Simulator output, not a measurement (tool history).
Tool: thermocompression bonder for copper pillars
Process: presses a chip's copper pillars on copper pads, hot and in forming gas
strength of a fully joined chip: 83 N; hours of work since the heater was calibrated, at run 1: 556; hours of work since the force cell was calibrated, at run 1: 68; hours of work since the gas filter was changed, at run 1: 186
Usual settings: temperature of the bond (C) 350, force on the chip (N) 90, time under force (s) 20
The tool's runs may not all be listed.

run,hour,temperature of the bond (C),force on the chip (N),time under force (s),hours of work since the heater was calibrated,hours of work since the force cell was calibrated,hours of work since the gas filter was changed,force that shears a chip off (N)
1,0,350,90,20,556,68,186,40.1
# hour 17.6: forming gas filter changed
2,24.7,350,90,54,566,78,3,58
3,53.4,350,90,54,578,90,15,57.9
4,75.2,350,90,34,587,99,24,50.5
5,97.8,350,90,34,596,108,33,50.5
6,120.5,350,90,34,606,118,43,50.6
7,147,350,90,34,617,129,54,49.6
8,169.7,350,90,34,626,138,63,50.2
9,199.1,350,90,20,639,151,76,42.3
10,221.3,350,90,20,648,160,85,42.4
11,240.6,350,90,20,656,168,93,41.8
12,259.3,350,90,20,664,176,101,42
13,277.1,350,90,20,671,183,108,41.8
14,294.7,341,128,41,679,191,116,55.4
15,320.1,341,128,41,689,201,126,55.1
16,336.5,364,122,20,696,208,133,54.6
17,358.5,364,122,20,705,217,142,54.5
18,381.9,364,122,20,715,227,152,54.5
19,406.3,349,72,24,725,237,162,39.1
20,428.8,324,72,12,735,246,172,21.4
21,442.4,343,90,54,740,252,177,51.9
22,471.5,350,79,20,752,264,189,38.2
# hour 480.1: forming gas filter changed
23,493.4,342,90,18,761,273,6,38.6
24,506.6,342,85,18,767,279,11,37.8
25,534.4,356,90,22,778,290,23,48.3
26,556.5,322,105,25,788,300,32,37.1

Some steps in force that shears a chip off (N) between neighbouring runs. How much of each would the tool show without its hidden state too (settings, what came in, random variation), and how much is left for the hidden state, with any gauge scatter that isn't in both results?
The hidden state here: true temperature of the bond over the reading, C; force that reaches the chip, % of what is set; oxide that the forming gas leaves, % of the face; drift of the gauge itself on shear_n, %.
Run 1 -> 2: time under force (s) 20 -> 54, forming gas filter changed. force that shears a chip off (N) +17.9: hidden state +3.3, all else +14.6.
Run 20 -> 21: temperature of the bond (C) 324 -> 343, force on the chip (N) 72 -> 90, time under force (s) 12 -> 54. force that shears a chip off (N) +30.5: hidden state -0.6, all else +31.1.
Run 22 -> 23: temperature of the bond (C) 350 -> 342, force on the chip (N) 79 -> 90, time under force (s) 20 -> 18, forming gas filter changed. force that shears a chip off (N) +0.4: hidden state +3.1, all else -2.7.
